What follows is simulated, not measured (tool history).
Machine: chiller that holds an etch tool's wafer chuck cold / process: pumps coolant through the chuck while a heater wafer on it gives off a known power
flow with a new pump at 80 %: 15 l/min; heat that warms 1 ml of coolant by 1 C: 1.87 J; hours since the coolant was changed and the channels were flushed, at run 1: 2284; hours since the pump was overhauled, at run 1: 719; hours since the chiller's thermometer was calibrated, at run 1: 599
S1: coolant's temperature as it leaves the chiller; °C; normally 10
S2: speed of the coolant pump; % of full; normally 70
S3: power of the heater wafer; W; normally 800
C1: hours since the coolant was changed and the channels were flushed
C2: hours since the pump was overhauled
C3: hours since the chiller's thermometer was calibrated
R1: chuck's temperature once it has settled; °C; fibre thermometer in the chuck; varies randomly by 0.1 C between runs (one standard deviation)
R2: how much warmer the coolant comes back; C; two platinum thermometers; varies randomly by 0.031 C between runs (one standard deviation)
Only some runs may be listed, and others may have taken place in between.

run 1 hour=0.0 | S1=10 S2=70 S3=800 | C1=2284 C2=719 C3=599 | R1=19.4 R2=2.02
run 2 hour=33.4 | S1=10 S2=70 S3=800 | C1=2318 C2=753 C3=632 | R1=19.5 R2=2.01
run 3 hour=63.8 | S1=10 S2=70 S3=800 | C1=2348 C2=783 C3=663 | R1=19.3 R2=2.01
run 4 hour=84.8 | S1=10 S2=70 S3=800 | C1=2369 C2=804 C3=684 | R1=19.6 R2=1.93
run 5 hour=111.2 | S1=10 S2=70 S3=800 | C1=2395 C2=831 C3=710 | R1=19.4 R2=1.92
run 6 hour=147.2 | S1=10 S2=70 S3=800 | C1=2431 C2=867 C3=746 | R1=19.4 R2=2.04
run 7 hour=169.7 | S1=10 S2=70 S3=800 | C1=2454 C2=889 C3=769 | R1=19.5 R2=1.95
run 8 hour=212.2 | S1=10 S2=70 S3=800 | C1=2496 C2=932 C3=811 | R1=19.4 R2=1.98
run 9 hour=234.3 | S1=10 S2=70 S3=800 | C1=2519 C2=954 C3=833 | R1=19.5 R2=1.96
run 10 hour=258.1 | S1=10 S2=70 S3=800 | C1=2542 C2=978 C3=857 | R1=19.2 R2=1.95
run 11 hour=286.8 | S1=10 S2=84 S3=800 | C1=2571 C2=1006 C3=886 | R1=18.7 R2=1.64
run 12 hour=308.1 | S1=10 S2=84 S3=800 | C1=2592 C2=1027 C3=907 | R1=18.5 R2=1.61
run 13 hour=336.3 | S1=7 S2=70 S3=800 | C1=2620 C2=1056 C3=935 | R1=16.6 R2=1.96
run 14 hour=375.0 | S1=20 S2=70 S3=800 | C1=2659 C2=1094 C3=974 | R1=29.5 R2=1.96
run 15 hour=415.2 | S1=20 S2=70 S3=800 | C1=2699 C2=1135 C3=1014 | R1=29.4 R2=1.99
run 16 hour=461.5 | S1=20 S2=70 S3=868 | C1=2746 C2=1181 C3=1060 | R1=30.3 R2=2.19
run 17 hour=492.4 | S1=20 S2=95 S3=1067 | C1=2777 C2=1212 C3=1091 | R1=30.7 R2=1.92
run 18 hour=528.6 | S1=20 S2=95 S3=1067 | C1=2813 C2=1248 C3=1128 | R1=30.8 R2=1.97
run 19 hour=552.1 | S1=20 S2=95 S3=1067 | C1=2836 C2=1272 C3=1151 | R1=30.9 R2=1.94
run 20 hour=583.1 | S1=18 S2=95 S3=708 | C1=2867 C2=1303 C3=1182 | R1=25.2 R2=1.28
run 21 hour=614.0 | S1=5 S2=67 S3=800 | C1=2898 C2=1333 C3=1213 | R1=14.8 R2=2.12
run 22 hour=646.2 | S1=9 S2=78 S3=492 | C1=2930 C2=1366 C3=1245 | R1=14.5 R2=1.02
run 23 hour=666.8 | S1=9 S2=78 S3=492 | C1=2951 C2=1386 C3=1266 | R1=14.4 R2=1.08
run 24 hour=700.6 | S1=14 S2=74 S3=800 | C1=2985 C2=1420 C3=1300 | R1=23.2 R2=1.87
run 25 hour=744.2 | S1=10 S2=70 S3=462 | C1=3028 C2=1464 C3=1343 | R1=15.5 R2=1.12
run 26 hour=778.9 | S1=6 S2=65 S3=1158 | C1=3063 C2=1498 C3=1378 | R1=20.4 R2=3.11
run 27 hour=802.1 | S1=12 S2=96 S3=800 | C1=3086 C2=1522 C3=1401 | R1=20.2 R2=1.38
run 28 hour=825.1 | S1=20 S2=94 S3=800 | C1=3109 C2=1545 C3=1424 | R1=28.2 R2=1.47
run 29 hour=850.6 | S1=6 S2=94 S3=561 | C1=3135 C2=1570 C3=1450 | R1=11.7 R2=1.04
run 30 hour=886.7 | S1=14 S2=72 S3=561 | C1=3171 C2=1606 C3=1486 | R1=20.7 R2=1.34
run 31 hour=919.3 | S1=10 S2=77 S3=755 | C1=3203 C2=1639 C3=1518 | R1=18.6 R2=1.75
run 32 hour=955.8 | S1=20 S2=99 S3=800 | C1=3240 C2=1675 C3=1555 | R1=28.1 R2=1.37

How would selected steps in R1 from run to run divide? Give the signed amount a tool lacking its hidden state would still show from settings, what came in and random variation, and the signed amount left for the hidden state, including any gauge scatter that is not in both of the compared results.
Unlogged tool condition in this case: heat passed by the chuck's channels, % of clean ones'; flow at a given pump speed, % of a new pump's; coolant's true temperature over the reading, C; drift of the gauge itself on chuck_c, C; drift of the gauge itself on warmer_back_c, C.
Run 13 -> 14: S1 7 -> 20. R1 +12.9 °C: hidden state +0.0, all else +12.9.
Run 19 -> 20: S1 20 -> 18, S3 1067 -> 708. R1 -5.7 °C: hidden state -0.3, all else -5.4.
Run 20 -> 21: S1 18 -> 5, S2 95 -> 67, S3 708 -> 800. R1 -10.4 °C: hidden state +0.2, all else -10.6.
Run 25 -> 26: S1 10 -> 6, S2 70 -> 65, S3 462 -> 1158. R1 +4.9 °C: hidden state +0.8, all else +4.1.
Run 26 -> 27: S1 6 -> 12, S2 65 -> 96, S3 1158 -> 800. R1 -0.2 °C: hidden state -0.6, all else +0.4.
Run 28 -> 29: S1 20 -> 6, S3 800 -> 561. R1 -16.5 °C: hidden state -0.2, all else -16.3.
